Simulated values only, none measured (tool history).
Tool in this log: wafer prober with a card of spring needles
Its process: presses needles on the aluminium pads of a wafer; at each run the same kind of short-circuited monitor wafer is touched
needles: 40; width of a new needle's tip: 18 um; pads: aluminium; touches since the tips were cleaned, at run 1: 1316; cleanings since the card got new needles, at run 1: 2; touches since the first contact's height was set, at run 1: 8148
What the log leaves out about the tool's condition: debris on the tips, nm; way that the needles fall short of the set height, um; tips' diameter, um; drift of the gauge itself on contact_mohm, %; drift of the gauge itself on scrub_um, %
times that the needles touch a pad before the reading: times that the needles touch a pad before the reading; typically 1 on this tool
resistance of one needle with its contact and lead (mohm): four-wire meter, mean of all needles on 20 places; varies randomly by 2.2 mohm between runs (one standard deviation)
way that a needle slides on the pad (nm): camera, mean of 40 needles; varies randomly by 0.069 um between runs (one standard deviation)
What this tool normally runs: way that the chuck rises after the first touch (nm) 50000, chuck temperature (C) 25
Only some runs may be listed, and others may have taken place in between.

run,hour,way that the chuck rises after the first touch (nm),chuck temperature (C),times that the needles touch a pad before the reading,touches since the tips were cleaned,cleanings since the card got new needles,touches since the first contact's height was set,resistance of one needle with its contact and lead (mohm),way that a needle slides on the pad (nm)
1,0.0,50000,25,1,1316,2,8148,340,6380
2,8.8,50000,25,2,2972,2,9804,342,6510
# hour 9.9: tips cleaned on abrasive film
3,15.5,50000,25,2,1070,3,11070,290,6440
4,21.6,50000,25,1,2209,3,12209,369,6430
# hour 26.1: tips cleaned on abrasive film
5,31.0,50000,25,1,931,4,13979,314,6370
6,41.0,50000,25,1,2829,4,15877,393,6550
# hour 43.2: tips cleaned on abrasive film
7,46.1,50000,25,1,546,5,16808,291,6500
8,51.4,50000,25,1,1561,5,17823,357,6470
9,56.6,50000,25,1,2550,5,18812,388,6500
# hour 59.4: tips cleaned on abrasive film
10,68.1,50000,25,1,1650,6,20964,345,6430
11,75.4,42000,25,1,3031,6,22345,469,5390
# hour 76.3: tips cleaned on abrasive film
12,85.2,42000,25,1,1673,7,24174,402,5320
13,91.2,42000,25,1,2809,7,25310,465,5400
# hour 92.8: tips cleaned on abrasive film
14,99.6,42000,25,1,1297,8,26893,372,5450
15,107.3,42000,25,2,2747,8,28343,377,5380
# hour 109.2: tips cleaned on abrasive film
16,115.2,42000,25,2,1138,9,29830,313,5450
17,120.8,42000,25,2,2186,9,30878,359,5350
# hour 126.1: tips cleaned on abrasive film
18,129.8,37000,25,2,690,10,32558,321,4640
19,135.9,37000,25,2,1855,10,33723,382,4650
# hour 142.5: tips cleaned on abrasive film
20,145.9,32000,53,1,637,11,35595,378,4060
21,157.5,32000,53,1,2831,11,37789,627,4030
# hour 159.5: tips cleaned on abrasive film
22,166.0,50000,71,1,1229,12,39381,336,6340
# hour 175.7: tips cleaned on abrasive film
23,175.9,35000,50,1,36,13,41234,297,4440
24,181.2,67000,43,2,1049,13,42247,275,8550
25,187.0,33000,45,2,2133,13,43331,427,4080
# hour 192.1: tips cleaned on abrasive film
26,194.5,37000,65,1,452,14,44745,341,4600
27,204.8,37000,65,2,2389,14,46682,415,4640
# hour 209.0: tips cleaned on abrasive film
28,210.0,37000,104,3,203,15,47661,296,4680
29,215.2,42000,30,3,1172,15,48630,298,5380
# hour 226.1: tips cleaned on abrasive film
30,226.1,41000,90,1,6,16,50678,286,5150
31,234.9,41000,83,3,1675,16,52347,322,5090
32,240.3,31000,67,2,2704,16,53376,510,3790
# hour 242.9: tips cleaned on abrasive film
33,249.5,31000,67,2,1240,17,55087,414,3810
# hour 259.7: tips cleaned on abrasive film
34,261.0,52000,74,2,240,18,57241,278,6490
35,267.1,52000,74,2,1403,18,58404,312,6510

Each row is a separate what-if for the run after 35, all from the same tool condition, not one after another. Results?
A,274.3,70000,38,1,2766,18,59767,?,?
B,274.3,50000,111,2,2766,18,59767,?,?
C,274.3,37000,33,1,2766,18,59767,?,?

run,resistance of one needle with its contact and lead (mohm),way that a needle slides on the pad (nm)
A,335,8840
B,361,6190
C,562,4620
What these runs would have given with no unlogged condition in the tool:
run,resistance of one needle with its contact and lead (mohm),way that a needle slides on the pad (nm)
A,246,9070
B,271,6420
C,256,4840
